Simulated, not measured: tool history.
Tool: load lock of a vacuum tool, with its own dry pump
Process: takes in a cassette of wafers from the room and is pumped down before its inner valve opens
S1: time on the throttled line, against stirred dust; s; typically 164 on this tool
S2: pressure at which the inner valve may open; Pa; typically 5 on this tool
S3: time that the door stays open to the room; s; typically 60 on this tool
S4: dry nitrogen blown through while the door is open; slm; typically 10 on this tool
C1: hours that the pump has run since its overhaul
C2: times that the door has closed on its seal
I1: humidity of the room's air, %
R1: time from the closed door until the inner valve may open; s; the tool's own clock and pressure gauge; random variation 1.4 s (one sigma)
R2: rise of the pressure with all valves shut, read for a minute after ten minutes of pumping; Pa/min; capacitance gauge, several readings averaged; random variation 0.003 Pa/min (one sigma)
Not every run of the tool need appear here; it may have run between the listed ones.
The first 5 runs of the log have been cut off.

Run 6, hour 1852.9: usual settings but S3 32 s; C1 10026; C2 50091; I1 48.6. Result: R1 245.3 s, R2 0.543 Pa/min.
Run 7, hour 2327.4: usual settings but S3 32 s; C1 10501; C2 52461; I1 48.4. Result: R1 247.0 s, R2 0.580 Pa/min.
Run 8, hour 2557.3: usual settings but S3 32 s; C1 10731; C2 53610; I1 42.3. Result: R1 245.5 s, R2 0.590 Pa/min.
Run 9, hour 2832.8: usual settings but S3 32 s; C1 11006; C2 54986; I1 44.8. Result: R1 246.0 s, R2 0.613 Pa/min.
Run 10, hour 3082.6: usual settings but S3 32 s; C1 11256; C2 56234; I1 44.1. Result: R1 245.4 s, R2 0.637 Pa/min.
At hour 3117.2: dry pump taken out, an overhauled one fitted.
At hour 3402.4: door's seal changed, seat wiped.
Run 11, hour 3568.9: usual settings but S3 32 s; C1 450; C2 832; I1 44.3. Result: R1 227.3 s, R2 0.035 Pa/min.
Run 12, hour 3916.7: usual settings but S3 136 s; C1 798; C2 2570; I1 43.4. Result: R1 226.4 s, R2 0.066 Pa/min.
Run 13, hour 4171.6: usual settings but S1 256 s; C1 1053; C2 3843; I1 45.4. Result: R1 310.1 s, R2 0.062 Pa/min.
Run 14, hour 4477.9: usual settings but S1 256 s; C1 1359; C2 5374; I1 45.8. Result: R1 309.4 s, R2 0.064 Pa/min.
Run 15, hour 4685.6: usual settings but S1 256 s; C1 1567; C2 6411; I1 43.9. Result: R1 307.4 s, R2 0.067 Pa/min.
Run 16, hour 4961.5: usual settings; C1 1843; C2 7789; I1 45.2. Result: R1 228.5 s, R2 0.075 Pa/min.
Run 17, hour 5189.0: usual settings but S1 86 s, S2 6 Pa, S3 67 s, S4 25 slm; C1 2070; C2 8926; I1 43.6. Result: R1 159.4 s, R2 0.068 Pa/min.
Run 18, hour 5614.6: usual settings but S1 86 s, S2 4 Pa, S3 67 s, S4 21 slm; C1 2496; C2 11052; I1 44.4. Result: R1 165.7 s, R2 0.089 Pa/min.
Run 19, hour 5939.6: usual settings but S1 86 s, S2 10 Pa, S3 163 s, S4 38 slm; C1 2821; C2 12676; I1 46.5. Result: R1 157.1 s, R2 0.098 Pa/min.
Run 20, hour 6281.1: usual settings but S1 166 s, S2 10 Pa, S3 163 s, S4 38 slm; C1 3162; C2 14382; I1 45.8. Result: R1 228.2 s, R2 0.108 Pa/min.
Run 21, hour 6587.9: usual settings but S1 138 s, S2 10 Pa, S3 163 s, S4 38 slm; C1 3469; C2 15915; I1 48.5. Result: R1 202.3 s, R2 0.125 Pa/min.
Run 22, hour 7072.5: usual settings but S1 138 s, S2 10 Pa, S3 163 s, S4 38 slm; C1 3954; C2 18335; I1 48.4. Result: R1 204.4 s, R2 0.134 Pa/min.
Run 23, hour 7298.8: usual settings but S1 138 s, S2 10 Pa, S3 163 s, S4 8 slm; C1 4180; C2 19466; I1 40.5. Result: R1 205.1 s, R2 0.165 Pa/min.
Run 24, hour 7705.6: usual settings but S1 138 s, S2 10 Pa, S3 163 s, S4 8 slm; C1 4587; C2 21499; I1 45.5. Result: R1 205.0 s, R2 0.185 Pa/min.
Run 25, hour 7921.9: usual settings but S1 138 s, S2 10 Pa, S3 163 s, S4 8 slm; C1 4803; C2 22579; I1 44.8. Result: R1 205.1 s, R2 0.199 Pa/min.
Run 26, hour 8280.8: usual settings but S1 182 s, S2 10 Pa, S3 173 s, S4 8 slm; C1 5162; C2 24372; I1 42.8. Result: R1 244.8 s, R2 0.207 Pa/min.

What does the tool deliver on the next run?
Run 27, hour 8762.0: usual settings but S1 182 s, S2 10 Pa, S3 173 s, S4 8 slm; C1 5643; C2 26776; I1 47.8. Result: R1 ?, R2 ?.

{"run 27": {"R1": 245.8, "R2": 0.243}}
Minus the tool's unlogged condition, the same run would have read R1 238.7 s, R2 0.069 Pa/min.
